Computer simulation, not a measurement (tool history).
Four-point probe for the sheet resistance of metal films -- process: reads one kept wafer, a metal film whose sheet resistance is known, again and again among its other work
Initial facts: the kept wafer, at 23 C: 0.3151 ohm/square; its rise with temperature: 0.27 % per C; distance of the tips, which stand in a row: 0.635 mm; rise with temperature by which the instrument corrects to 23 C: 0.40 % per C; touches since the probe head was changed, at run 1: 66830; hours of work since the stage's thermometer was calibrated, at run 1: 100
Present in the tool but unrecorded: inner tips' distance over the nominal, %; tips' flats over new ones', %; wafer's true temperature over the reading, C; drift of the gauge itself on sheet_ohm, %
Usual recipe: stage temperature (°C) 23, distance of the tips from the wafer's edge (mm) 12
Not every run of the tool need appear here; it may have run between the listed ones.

| run | hour | stage temperature (°C) | distance of the tips from the wafer's edge (mm) | touches since the probe head was changed | hours of work since the stage's thermometer was calibrated | sheet resistance as the instrument gives it (ohm/square) |
|---|---|---|---|---|---|---|
| 1 | 0.0 | 23 | 12 | 66830 | 100 | 0.318407 |
| 2 | 24.9 | 23 | 12 | 67721 | 117 | 0.318423 |
| 3 | 57.6 | 30 | 12 | 68895 | 138 | 0.315681 |
| 4 | 82.4 | 23 | 12 | 69780 | 154 | 0.318661 |
| 5 | 111.3 | 23 | 12 | 70817 | 173 | 0.318654 |
| 6 | 145.9 | 23 | 12 | 72056 | 196 | 0.318765 |
| 7 | 175.2 | 23 | 12 | 73107 | 215 | 0.318866 |
| 8 | 207.2 | 23 | 12 | 74252 | 236 | 0.318894 |
| 9 | 238.8 | 23 | 12 | 75383 | 257 | 0.319105 |
| 10 | 274.5 | 25 | 7 | 76664 | 280 | 0.319130 |
| 11 | 308.4 | 25 | 7 | 77878 | 302 | 0.319137 |
| 12 | 330.2 | 25 | 6 | 78658 | 317 | 0.319752 |
| 13 | 369.0 | 24 | 64 | 80050 | 342 | 0.318383 |
| 14 | 393.2 | 24 | 64 | 80915 | 358 | 0.318344 |
| 15 | 430.1 | 19 | 4 | 82239 | 382 | 0.324900 |
|  | 436.9 | new probe head fitted |
| 16 | 469.4 | 25 | 12 | 1162 | 407 | 0.314026 |
| 17 | 490.4 | 29 | 6 | 1913 | 421 | 0.313990 |
| 18 | 512.4 | 19 | 9 | 2702 | 435 | 0.316934 |

5 options for the next run, each taken on its own from the tool as it stands now. Forecast them:
| A | 529.2 | 23 | 18 | 3305 | 446 | ? |
| B | 529.2 | 22 | 4 | 3305 | 446 | ? |
| C | 529.2 | 21 | 64 | 3305 | 446 | ? |
| D | 529.2 | 19 | 25 | 3305 | 446 | ? |
| E | 529.2 | 22 | 7 | 3305 | 446 | ? |

| run | sheet resistance as the instrument gives it (ohm/square) |
|---|---|
| A | 0.314680 |
| B | 0.319132 |
| C | 0.315328 |
| D | 0.316366 |
| E | 0.316292 |
What these runs would have given with no unlogged condition in the tool:
| run | sheet resistance as the instrument gives it (ohm/square) |
|---|---|
| A | 0.315302 |
| B | 0.319762 |
| C | 0.315951 |
| D | 0.316992 |
| E | 0.316917 |
